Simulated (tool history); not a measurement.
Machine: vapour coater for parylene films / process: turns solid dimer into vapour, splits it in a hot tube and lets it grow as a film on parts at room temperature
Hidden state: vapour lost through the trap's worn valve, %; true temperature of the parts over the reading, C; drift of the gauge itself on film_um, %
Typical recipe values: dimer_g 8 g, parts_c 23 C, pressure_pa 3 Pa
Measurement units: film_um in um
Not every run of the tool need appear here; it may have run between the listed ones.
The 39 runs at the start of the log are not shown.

| run | hour | dimer_g | parts_c | pressure_pa | hours of work since the trap's valve was overhauled | hours of work since the table's thermometer was calibrated | film_um |
|---|---|---|---|---|---|---|---|
| 40 | 1362.4 | 10 | 15 | 8.71 | 81 | 504 | 2.7 |
| 41 | 1389.9 | 10 | 15 | 6.54 | 100 | 523 | 2.75 |
| 42 | 1414.3 | 5 | 28 | 6.21 | 116 | 539 | 0.82 |
| 43 | 1452.1 | 12 | 28 | 4.35 | 142 | 565 | 1.99 |
| 44 | 1479.4 | 7 | 21 | 2.83 | 160 | 583 | 1.58 |
| 45 | 1508.7 | 8 | 18 | 3 | 180 | 603 | 2.02 |
| 46 | 1548.1 | 8 | 23 | 7.1 | 206 | 629 | 1.55 |
| 47 | 1585.3 | 8 | 25 | 3.38 | 232 | 654 | 1.48 |

Here are 3 independent what-if runs from the current tool condition. What would each one return?
| A | 1606.2 | 8 | 25 | 4.98 | 246 | 669 | ? |
| B | 1606.2 | 6 | 26 | 3.38 | 246 | 669 | ? |
| C | 1606.2 | 8 | 18 | 3 | 246 | 669 | ? |

| run | film_um |
|---|---|
| A | 1.4 |
| B | 1.04 |
| C | 1.95 |
With no hidden state in the tool, these same runs would have given:
| run | film_um |
|---|---|
| A | 1.52 |
| B | 1.13 |
| C | 2.11 |
